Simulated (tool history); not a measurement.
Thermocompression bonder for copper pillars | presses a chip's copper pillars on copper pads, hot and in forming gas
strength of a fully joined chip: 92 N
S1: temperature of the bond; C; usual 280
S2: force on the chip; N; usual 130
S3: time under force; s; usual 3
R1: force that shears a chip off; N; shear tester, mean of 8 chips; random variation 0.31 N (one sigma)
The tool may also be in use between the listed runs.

run,day,S1,S2,S3,R1
1,0,280,130,3,34.1
2,0.383,280,130,3,34.6
3,1.104,280,130,3,33.9
4,1.967,280,79,3,19.8
5,2.496,280,79,3,19.5
# day 2.95: forming gas filter changed
# day 3.079: heater calibrated with a thermocouple chip
6,3.179,280,79,3,22
7,3.633,280,79,3,22.2
8,4.254,280,130,3,36.9
9,5.029,280,130,3,37.2
10,5.504,280,130,3,36.3
11,6.112,280,130,3,36.6
12,6.492,280,130,3,36.5
13,7.138,291,130,3,41.1
# day 7.279: force cell calibrated
14,7.962,291,130,3,40.4
15,8.417,280,130,2,30.3
# day 8.558: forming gas filter changed
16,9.221,299,130,3,46.8
17,9.775,300,178,3,60.9
18,10.296,280,127,3,36.2

The next listed run, before its measurement:
19,10.8,280,127,3,?

R1: 36.1 N
Without the tool's hidden state the same run would have given R1 36.9 N.

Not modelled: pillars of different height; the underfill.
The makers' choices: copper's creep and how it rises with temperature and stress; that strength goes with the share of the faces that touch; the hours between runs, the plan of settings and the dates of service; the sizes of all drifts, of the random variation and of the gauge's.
